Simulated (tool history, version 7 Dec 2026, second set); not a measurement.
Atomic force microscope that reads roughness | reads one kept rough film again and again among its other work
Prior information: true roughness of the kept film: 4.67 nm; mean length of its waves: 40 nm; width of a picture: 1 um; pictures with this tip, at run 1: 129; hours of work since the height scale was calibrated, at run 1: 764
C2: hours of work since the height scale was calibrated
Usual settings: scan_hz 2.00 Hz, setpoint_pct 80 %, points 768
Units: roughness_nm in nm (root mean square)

{"run": 1, "hour": 0.0, "scan_hz": 2.0, "setpoint_pct": 80, "points": 768, "pictures with this tip": 129, "C2": 764, "roughness_nm": 3.51}
{"run": 2, "hour": 56.9, "scan_hz": 2.0, "setpoint_pct": 80, "points": 768, "pictures with this tip": 219, "C2": 806, "roughness_nm": 3.417}
{"run": 3, "hour": 111.8, "scan_hz": 2.0, "setpoint_pct": 80, "points": 768, "pictures with this tip": 306, "C2": 846, "roughness_nm": 3.251}
{"run": 4, "hour": 136.9, "scan_hz": 2.0, "setpoint_pct": 80, "points": 768, "pictures with this tip": 345, "C2": 864, "roughness_nm": 3.212}
{"hour": 168.3, "done": "new tip fitted"}
{"run": 5, "hour": 185.7, "scan_hz": 2.0, "setpoint_pct": 80, "points": 768, "pictures with this tip": 27, "C2": 899, "roughness_nm": 3.624}
{"run": 6, "hour": 228.6, "scan_hz": 2.0, "setpoint_pct": 58, "points": 768, "pictures with this tip": 95, "C2": 930, "roughness_nm": 3.89}
{"run": 7, "hour": 271.3, "scan_hz": 2.0, "setpoint_pct": 80, "points": 368, "pictures with this tip": 162, "C2": 961, "roughness_nm": 3.422}
{"run": 8, "hour": 296.6, "scan_hz": 2.0, "setpoint_pct": 80, "points": 844, "pictures with this tip": 202, "C2": 980, "roughness_nm": 3.371}
{"run": 9, "hour": 326.6, "scan_hz": 2.0, "setpoint_pct": 59, "points": 768, "pictures with this tip": 250, "C2": 1001, "roughness_nm": 3.633}
{"run": 10, "hour": 379.7, "scan_hz": 2.0, "setpoint_pct": 64, "points": 768, "pictures with this tip": 333, "C2": 1040, "roughness_nm": 3.49}
{"run": 11, "hour": 407.4, "scan_hz": 2.0, "setpoint_pct": 73, "points": 768, "pictures with this tip": 377, "C2": 1060, "roughness_nm": 3.298}
{"hour": 415.7, "done": "new tip fitted"}
{"run": 12, "hour": 444.8, "scan_hz": 2.0, "setpoint_pct": 73, "points": 746, "pictures with this tip": 46, "C2": 1087, "roughness_nm": 3.821}
{"run": 13, "hour": 480.8, "scan_hz": 2.0, "setpoint_pct": 73, "points": 746, "pictures with this tip": 103, "C2": 1113, "roughness_nm": 3.74}
{"run": 14, "hour": 538.9, "scan_hz": 2.0, "setpoint_pct": 73, "points": 746, "pictures with this tip": 195, "C2": 1155, "roughness_nm": 3.588}
{"run": 15, "hour": 573.9, "scan_hz": 2.0, "setpoint_pct": 59, "points": 768, "pictures with this tip": 250, "C2": 1181, "roughness_nm": 3.741}
{"run": 16, "hour": 610.2, "scan_hz": 2.0, "setpoint_pct": 80, "points": 768, "pictures with this tip": 307, "C2": 1207, "roughness_nm": 3.307}
{"run": 17, "hour": 650.6, "scan_hz": 2.0, "setpoint_pct": 80, "points": 768, "pictures with this tip": 371, "C2": 1237, "roughness_nm": 3.203}
{"hour": 661.7, "done": "new tip fitted"}
{"hour": 682.2, "done": "height scale calibrated on a step standard"}
{"run": 18, "hour": 683.7, "scan_hz": 2.0, "setpoint_pct": 80, "points": 768, "pictures with this tip": 33, "C2": 1, "roughness_nm": 3.569}
{"run": 19, "hour": 713.5, "scan_hz": 2.0, "setpoint_pct": 80, "points": 768, "pictures with this tip": 80, "C2": 23, "roughness_nm": 3.495}
{"run": 20, "hour": 749.0, "scan_hz": 2.0, "setpoint_pct": 80, "points": 768, "pictures with this tip": 136, "C2": 49, "roughness_nm": 3.44}
{"run": 21, "hour": 777.8, "scan_hz": 1.16, "setpoint_pct": 80, "points": 768, "pictures with this tip": 181, "C2": 69, "roughness_nm": 3.578}
{"run": 22, "hour": 803.8, "scan_hz": 1.68, "setpoint_pct": 80, "points": 768, "pictures with this tip": 222, "C2": 88, "roughness_nm": 3.363}
{"run": 23, "hour": 836.2, "scan_hz": 1.68, "setpoint_pct": 80, "points": 768, "pictures with this tip": 273, "C2": 112, "roughness_nm": 3.278}
{"run": 24, "hour": 886.8, "scan_hz": 1.68, "setpoint_pct": 80, "points": 380, "pictures with this tip": 353, "C2": 149, "roughness_nm": 3.193}
{"hour": 910.8, "done": "new tip fitted"}
{"run": 25, "hour": 935.8, "scan_hz": 1.68, "setpoint_pct": 80, "points": 380, "pictures with this tip": 39, "C2": 184, "roughness_nm": 3.662}
{"run": 26, "hour": 966.5, "scan_hz": 1.68, "setpoint_pct": 80, "points": 380, "pictures with this tip": 88, "C2": 206, "roughness_nm": 3.579}
{"run": 27, "hour": 1010.9, "scan_hz": 2.0, "setpoint_pct": 80, "points": 301, "pictures with this tip": 158, "C2": 239, "roughness_nm": 3.409}
{"run": 28, "hour": 1067.0, "scan_hz": 2.0, "setpoint_pct": 67, "points": 283, "pictures with this tip": 246, "C2": 279, "roughness_nm": 3.535}
{"run": 29, "hour": 1090.7, "scan_hz": 2.0, "setpoint_pct": 67, "points": 283, "pictures with this tip": 284, "C2": 297, "roughness_nm": 3.495}
{"run": 30, "hour": 1122.5, "scan_hz": 2.0, "setpoint_pct": 67, "points": 283, "pictures with this tip": 334, "C2": 320, "roughness_nm": 3.39}
{"hour": 1159.4, "done": "new tip fitted"}
{"run": 31, "hour": 1174.2, "scan_hz": 1.13, "setpoint_pct": 72, "points": 320, "pictures with this tip": 24, "C2": 357, "roughness_nm": 3.918}
{"run": 32, "hour": 1210.6, "scan_hz": 0.74, "setpoint_pct": 75, "points": 456, "pictures with this tip": 81, "C2": 384, "roughness_nm": 3.901}
{"run": 33, "hour": 1247.3, "scan_hz": 0.74, "setpoint_pct": 75, "points": 456, "pictures with this tip": 139, "C2": 410, "roughness_nm": 3.789}
{"run": 34, "hour": 1305.3, "scan_hz": 0.74, "setpoint_pct": 75, "points": 456, "pictures with this tip": 230, "C2": 452, "roughness_nm": 3.699}
{"run": 35, "hour": 1339.2, "scan_hz": 0.74, "setpoint_pct": 75, "points": 456, "pictures with this tip": 284, "C2": 477, "roughness_nm": 3.584}
{"run": 36, "hour": 1367.7, "scan_hz": 1.42, "setpoint_pct": 80, "points": 443, "pictures with this tip": 329, "C2": 498, "roughness_nm": 3.33}
{"hour": 1408.0, "done": "new tip fitted"}
{"run": 37, "hour": 1415.9, "scan_hz": 1.42, "setpoint_pct": 80, "points": 443, "pictures with this tip": 12, "C2": 532, "roughness_nm": 3.784}
{"run": 38, "hour": 1440.5, "scan_hz": 2.79, "setpoint_pct": 88, "points": 443, "pictures with this tip": 51, "C2": 550, "roughness_nm": 3.14}
{"run": 39, "hour": 1477.3, "scan_hz": 1.23, "setpoint_pct": 86, "points": 791, "pictures with this tip": 109, "C2": 577, "roughness_nm": 3.574}
{"run": 40, "hour": 1522.5, "scan_hz": 1.23, "setpoint_pct": 86, "points": 479, "pictures with this tip": 180, "C2": 610, "roughness_nm": 3.48}
{"run": 41, "hour": 1555.5, "scan_hz": 3.3, "setpoint_pct": 86, "points": 827, "pictures with this tip": 232, "C2": 634, "roughness_nm": 2.893}
{"run": 42, "hour": 1588.0, "scan_hz": 0.6, "setpoint_pct": 78, "points": 616, "pictures with this tip": 284, "C2": 658, "roughness_nm": 3.605}
{"run": 43, "hour": 1622.3, "scan_hz": 0.66, "setpoint_pct": 81, "points": 640, "pictures with this tip": 338, "C2": 683, "roughness_nm": 3.495}
{"hour": 1655.3, "done": "new tip fitted"}
{"run": 44, "hour": 1671.2, "scan_hz": 2.0, "setpoint_pct": 66, "points": 470, "pictures with this tip": 25, "C2": 718, "roughness_nm": 3.897}
{"run": 45, "hour": 1719.2, "scan_hz": 2.0, "setpoint_pct": 66, "points": 470, "pictures with this tip": 101, "C2": 753, "roughness_nm": 3.753}
{"run": 46, "hour": 1753.9, "scan_hz": 2.0, "setpoint_pct": 61, "points": 759, "pictures with this tip": 155, "C2": 778, "roughness_nm": 3.788}
{"run": 47, "hour": 1800.0, "scan_hz": 2.0, "setpoint_pct": 75, "points": 420, "pictures with this tip": 228, "C2": 811, "roughness_nm": 3.422}
{"run": 48, "hour": 1834.2, "scan_hz": 3.24, "setpoint_pct": 71, "points": 498, "pictures with this tip": 282, "C2": 836, "roughness_nm": 3.246}
{"run": 49, "hour": 1876.2, "scan_hz": 3.24, "setpoint_pct": 71, "points": 498, "pictures with this tip": 348, "C2": 867, "roughness_nm": 3.209}
{"hour": 1901.5, "done": "new tip fitted"}
{"run": 50, "hour": 1915.7, "scan_hz": 3.24, "setpoint_pct": 71, "points": 498, "pictures with this tip": 23, "C2": 895, "roughness_nm": 3.652}
{"run": 51, "hour": 1964.7, "scan_hz": 0.54, "setpoint_pct": 80, "points": 768, "pictures with this tip": 100, "C2": 931, "roughness_nm": 3.88}
{"run": 52, "hour": 2000.6, "scan_hz": 2.22, "setpoint_pct": 80, "points": 768, "pictures with this tip": 157, "C2": 957, "roughness_nm": 3.44}

For each entry between runs, how does the tool's hidden state at the last listed run before it compare with that at the first listed run after it?
Run 4 -> run 5: new tip fitted (hour 168.3)
  radius of the tip, nm: 24.5 -> 12.4; height scale over the true one, %: 1.82 -> 1.89
  what was measured, less what the result would be without the hidden state, roughness_nm: -0.416 -> -0.020 nm (root mean square)
Run 11 -> run 12: new tip fitted (hour 415.7)
  radius of the tip, nm: 27.3 -> 11.7; height scale over the true one, %: 2.18 -> 2.24
  what was measured, less what the result would be without the hidden state, roughness_nm: -0.506 -> +0.019 nm (root mean square)
Run 17 -> run 18: new tip fitted (hour 661.7); height scale calibrated on a step standard (hour 682.2)
  radius of the tip, nm: 25.3 -> 11.8; height scale over the true one, %: 2.53 -> 0.1
  what was measured, less what the result would be without the hidden state, roughness_nm: -0.415 -> -0.062 nm (root mean square)
Run 24 -> run 25: new tip fitted (hour 910.8)
  radius of the tip, nm: 25.6 -> 11.6; height scale over the true one, %: 0.39 -> 0.45
  what was measured, less what the result would be without the hidden state, roughness_nm: -0.500 -> -0.043 nm (root mean square)
Run 30 -> run 31: new tip fitted (hour 1159.4)
  radius of the tip, nm: 24.3 -> 11.6; height scale over the true one, %: 0.71 -> 0.78
  what was measured, less what the result would be without the hidden state, roughness_nm: -0.473 -> -0.034 nm (root mean square)
Run 36 -> run 37: new tip fitted (hour 1408.0)
  radius of the tip, nm: 24.2 -> 10.9; height scale over the true one, %: 1.05 -> 1.12
  what was measured, less what the result would be without the hidden state, roughness_nm: -0.447 -> +0.006 nm (root mean square)
Run 43 -> run 44: new tip fitted (hour 1655.3)
  radius of the tip, nm: 25.1 -> 11.8; height scale over the true one, %: 1.41 -> 1.48
  what was measured, less what the result would be without the hidden state, roughness_nm: -0.491 -> -0.016 nm (root mean square)
Run 49 -> run 50: new tip fitted (hour 1901.5)
  radius of the tip, nm: 25.9 -> 10.9; height scale over the true one, %: 1.75 -> 1.8
  what was measured, less what the result would be without the hidden state, roughness_nm: -0.462 -> +0.031 nm (root mean square)
